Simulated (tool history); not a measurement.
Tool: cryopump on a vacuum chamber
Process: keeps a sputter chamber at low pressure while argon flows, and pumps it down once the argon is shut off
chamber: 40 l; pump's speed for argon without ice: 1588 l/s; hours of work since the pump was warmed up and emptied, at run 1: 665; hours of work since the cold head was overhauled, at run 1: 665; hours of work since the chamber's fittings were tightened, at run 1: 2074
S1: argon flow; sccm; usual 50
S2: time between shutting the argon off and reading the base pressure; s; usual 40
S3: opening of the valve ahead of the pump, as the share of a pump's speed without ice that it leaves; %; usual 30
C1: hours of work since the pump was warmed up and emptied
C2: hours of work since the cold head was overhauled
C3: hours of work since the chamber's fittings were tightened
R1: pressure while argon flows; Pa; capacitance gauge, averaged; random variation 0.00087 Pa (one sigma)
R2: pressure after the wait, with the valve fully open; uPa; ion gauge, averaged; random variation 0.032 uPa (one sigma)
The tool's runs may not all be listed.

run 1 hour=0.0 | S1=50 S2=40 S3=30 | C1=665 C2=665 C3=2074 | R1=0.1835 R2=2.28
run 2 hour=49.9 | S1=50 S2=40 S3=30 | C1=696 C2=696 C3=2106 | R1=0.1834 R2=2.26
run 3 hour=92.1 | S1=50 S2=40 S3=17 | C1=723 C2=723 C3=2133 | R1=0.3189 R2=2.34
run 4 hour=138.8 | S1=50 S2=40 S3=17 | C1=753 C2=753 C3=2162 | R1=0.3217 R2=2.35
run 5 hour=161.3 | S1=50 S2=40 S3=17 | C1=767 C2=767 C3=2176 | R1=0.3190 R2=2.35
run 6 hour=201.2 | S1=50 S2=40 S3=17 | C1=792 C2=792 C3=2202 | R1=0.3176 R2=2.31
run 7 hour=238.0 | S1=50 S2=40 S3=30 | C1=816 C2=816 C3=2225 | R1=0.1854 R2=2.38
run 8 hour=284.2 | S1=21 S2=40 S3=30 | C1=845 C2=845 C3=2254 | R1=0.0786 R2=2.32
run 9 hour=324.5 | S1=50 S2=87 S3=30 | C1=870 C2=870 C3=2280 | R1=0.1830 R2=1.64
run 10 hour=355.0 | S1=27 S2=51 S3=30 | C1=890 C2=890 C3=2299 | R1=0.0992 R2=2.14
run 11 hour=375.7 | S1=27 S2=51 S3=30 | C1=903 C2=903 C3=2312 | R1=0.1008 R2=2.14
run 12 hour=402.4 | S1=39 S2=23 S3=21 | C1=920 C2=920 C3=2329 | R1=0.2049 R2=3.53
run 13 hour=446.5 | S1=39 S2=52 S3=21 | C1=948 C2=948 C3=2357 | R1=0.2037 R2=2.12
run 14 hour=484.2 | S1=57 S2=52 S3=46 | C1=972 C2=972 C3=2381 | R1=0.1418 R2=2.14
run 15 hour=524.1 | S1=55 S2=186 S3=59 | C1=997 C2=997 C3=2406 | R1=0.1097 R2=1.36
run 16 hour=547.2 | S1=29 S2=247 S3=34 | C1=1012 C2=1012 C3=2421 | R1=0.0957 R2=1.31

The same runs without the tool's hidden state, with the same run-to-run variation:
The hidden state here: pump's speed, % of a pump's without ice; cold plate's temperature, K; leak into the chamber, uPa l/s; drift of the gauge itself on working_pa, %; drift of the gauge itself on base_upa, %.
run=1 R1=0.1778 R2=1.61
run=2 R1=0.1773 R2=1.58
run=3 R1=0.3126 R2=1.64
run=4 R1=0.3151 R2=1.63
run=5 R1=0.3124 R2=1.62
run=6 R1=0.3107 R2=1.58
run=7 R1=0.1782 R2=1.63
run=8 R1=0.0755 R2=1.57
run=9 R1=0.1754 R2=0.85
run=10 R1=0.0950 R2=1.35
run=11 R1=0.0964 R2=1.34
run=12 R1=0.1985 R2=2.72
run=13 R1=0.1971 R2=1.31
run=14 R1=0.1319 R2=1.31
run=15 R1=0.0999 R2=0.51
run=16 R1=0.0905 R2=0.46
